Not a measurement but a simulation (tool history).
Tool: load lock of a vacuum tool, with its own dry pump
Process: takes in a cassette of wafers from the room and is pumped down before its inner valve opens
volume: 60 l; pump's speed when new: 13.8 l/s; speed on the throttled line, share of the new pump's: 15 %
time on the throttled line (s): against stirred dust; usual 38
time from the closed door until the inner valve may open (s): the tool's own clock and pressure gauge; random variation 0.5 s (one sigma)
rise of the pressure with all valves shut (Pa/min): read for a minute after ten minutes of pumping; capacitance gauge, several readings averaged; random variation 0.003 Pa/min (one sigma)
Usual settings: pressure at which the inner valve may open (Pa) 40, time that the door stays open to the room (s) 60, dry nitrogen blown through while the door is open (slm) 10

run      day  time on the throttled line (s)  pressure at which the inner valve may open (Pa)  time that the door stays open to the room (s)  dry nitrogen blown through while the door is open (slm)  incoming humidity of the room's air, %  time from the closed door until the inner valve may open (s)  rise of the pressure with all valves shut (Pa/min)
  1        0                              38                                               40                                             60                                                       10                                    43.1                                                          66.9                                               0.067
  2    2.767                              38                                               40                                             60                                                       10                                    42.9                                                          66.4                                               0.065
  3    8.367                              38                                               40                                             60                                                       10                                    44.5                                                          66.7                                               0.068
  4   13.775                              27                                               40                                             60                                                       10                                    41.9                                                          58.1                                               0.071
  5   18.288                              38                                               40                                             35                                                       10                                    43.1                                                          66.8                                               0.059
  6   23.725                              38                                               40                                             60                                                       10                                    41.7                                                          65.9                                               0.076
  7     29.3                              38                                               40                                             60                                                       10                                    44.5                                                          67.2                                                0.08
  8   34.042                              38                                               40                                             60                                                       10                                    45.4                                                          67.3                                               0.082
  9    37.85                              38                                               40                                             60                                                       10                                    43.9                                                          65.8                                               0.084
 10   41.912                              37                                               40                                             60                                                       10                                    40.7                                                          66.3                                               0.085
 11   45.004                              38                                               50                                             60                                                       10                                    45.7                                                          66.4                                               0.085
 12   49.379                              38                                               50                                             60                                                       10                                    44.7                                                            67                                               0.093
 13    53.85                              38                                               40                                             60                                                       10                                    51.1                                                          66.7                                               0.094
 14   58.083                              38                                               66                                             60                                                       10                                    44.3                                                          65.2                                               0.091
 15   62.633                              38                                               40                                            101                                                       10                                    43.6                                                          67.3                                               0.104
 16   65.808                              38                                               40                                            101                                                       10                                    42.8                                                          66.4                                               0.104
 17   71.062                              38                                               40                                            101                                                       10                                    47.5                                                          67.8                                               0.111
 18     76.3                              38                                               40                                            101                                                       10                                    42.4                                                          67.2                                               0.105
 19   80.504                              38                                               40                                            101                                                       10                                    44.1                                                          67.4                                               0.123
 20   85.062                              38                                               40                                            217                                                       10                                    46.7                                                          67.8                                               0.145
 21   88.875                              38                                               40                                            217                                                       10                                    46.8                                                          67.3                                               0.146
 22   92.792                              44                                               70                                            206                                                       25                                    44.9                                                          69.7                                               0.128
 23   97.812                              39                                               48                                             60                                                       10                                    44.9                                                          67.4                                               0.117
 24  100.583                              39                                               48                                             67                                                       10                                    47.9                                                          68.2                                               0.124
 25  105.442                              39                                               31                                             67                                                       10                                    47.6                                                          69.3                                               0.126
 26  109.971                              39                                               31                                             67                                                       10                                    46.2                                                          69.6                                                0.13
 27  114.958                              39                                               31                                             67                                                       10                                    44.6                                                          69.8                                               0.136
 28  120.762                              39                                               31                                             67                                                        7                                    42.5                                                          68.5                                               0.135
 29  125.612                              38                                               40                                             60                                                       15                                    41.9                                                          67.6                                               0.133
 30  130.612                              38                                               40                                             60                                                       15                                    45.7                                                          67.2                                               0.138
 31  133.338                              38                                               40                                             60                                                       15                                    43.1                                                          67.2                                               0.139
 32  137.521                              38                                               40                                             60                                                       15                                    43.6                                                          67.8                                               0.142
 33  142.596                              38                                               40                                             60                                                       15                                    43.3                                                          68.6                                                0.14
 34  146.842                              38                                               40                                             60                                                       15                                    44.6                                                          67.5                                               0.144
 35  152.608                              28                                               56                                             60                                                       11                                    44.4                                                          57.7                                               0.154
 36  157.858                              28                                               56                                             60                                                       11                                    43.1                                                          57.8                                               0.165
 37  163.675                              28                                               56                                             60                                                       11                                    48.2                                                          57.9                                               0.165
 38  167.754                              28                                               56                                             60                                                       11                                    45.1                                                            59                                               0.164

Forecast each of these 3 alternatives for the next run:
  A  170.75                              26                                               56                                             68                                                       34                                    44.5                                                             ?                                                   ?
  B  170.75                              57                                               56                                             85                                                        5                                    46.9                                                             ?                                                   ?
  C  170.75                              50                                               40                                            116                                                        9                                    46.4                                                             ?                                                   ?

run  time from the closed door until the inner valve may open (s)  rise of the pressure with all valves shut (Pa/min)
  A                                                            56                                               0.156
  B                                                          82.5                                               0.189
  C                                                          77.5                                               0.182
Without the tool's hidden state the same runs would have given:
run  time from the closed door until the inner valve may open (s)  rise of the pressure with all valves shut (Pa/min)
  A                                                          54.5                                               0.013
  B                                                          81.2                                               0.047
  C                                                          76.1                                               0.042

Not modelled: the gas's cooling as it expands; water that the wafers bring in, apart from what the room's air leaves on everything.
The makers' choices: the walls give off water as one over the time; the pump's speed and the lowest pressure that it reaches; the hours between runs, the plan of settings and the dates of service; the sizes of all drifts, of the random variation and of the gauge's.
